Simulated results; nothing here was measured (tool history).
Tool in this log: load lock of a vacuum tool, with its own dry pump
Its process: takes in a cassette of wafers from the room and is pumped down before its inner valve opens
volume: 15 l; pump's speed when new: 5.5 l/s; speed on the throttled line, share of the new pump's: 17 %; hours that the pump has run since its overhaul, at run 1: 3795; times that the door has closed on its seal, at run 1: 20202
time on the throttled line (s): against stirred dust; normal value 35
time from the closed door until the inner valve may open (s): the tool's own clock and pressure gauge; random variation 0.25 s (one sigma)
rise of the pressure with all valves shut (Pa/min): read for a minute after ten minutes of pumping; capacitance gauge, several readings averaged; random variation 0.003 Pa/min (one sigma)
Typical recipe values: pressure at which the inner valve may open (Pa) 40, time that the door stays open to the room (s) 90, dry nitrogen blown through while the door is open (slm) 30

run,hour,time on the throttled line (s),pressure at which the inner valve may open (Pa),time that the door stays open to the room (s),dry nitrogen blown through while the door is open (slm),hours that the pump has run since its overhaul,times that the door has closed on its seal,"incoming humidity of the room's air, %",time from the closed door until the inner valve may open (s),rise of the pressure with all valves shut (Pa/min)
1,0,35,40,90,30,3795,20202,43.6,51.4,0.421
2,84.8,35,40,90,30,3880,20592,47.3,51.6,0.427
3,197.1,35,40,90,30,3992,21109,45.6,51.6,0.446
4,262.2,35,40,90,30,4057,21408,43.6,51.4,0.47
5,363,35,40,90,30,4158,21872,45,51.2,0.464
6,444.7,35,40,90,30,4240,22248,43.1,51.3,0.483
# hour 509: door's seal changed, seat wiped
7,540.4,35,40,90,30,4334,145,44.2,51.6,0.028
8,673.8,35,58,90,30,4467,758,44.3,50.4,0.032
9,749.1,35,46,90,30,4543,1105,43.9,50.8,0.034
10,899.5,19,70,90,5,4693,1797,46.2,36.2,0.073
11,1047.7,19,70,90,5,4841,2479,46.6,36.2,0.088
12,1168.2,21,51,92,22,4962,3033,48.6,38.9,0.059
13,1279.2,21,51,92,22,5073,3544,45.8,39.4,0.065
14,1394.1,21,51,92,13,5188,4072,46.8,39.1,0.083
15,1478,21,51,92,13,5272,4458,46.8,39,0.076
16,1578,33,40,90,8,5371,4918,45.9,49.8,0.091

Take each entry between the runs: how does the hidden state at the last listed run before it differ from the hidden state at the first listed run after it?
After run 6, before run 7: door's seal changed, seat wiped (hour 509)
  leak at the door's seal, Pa l/s: 0.1169 -> 0.003
  measured minus no-state result, time from the closed door until the inner valve may open (s): +0.6 -> +0.6; rise of the pressure with all valves shut (Pa/min): +0.465 -> +0.004
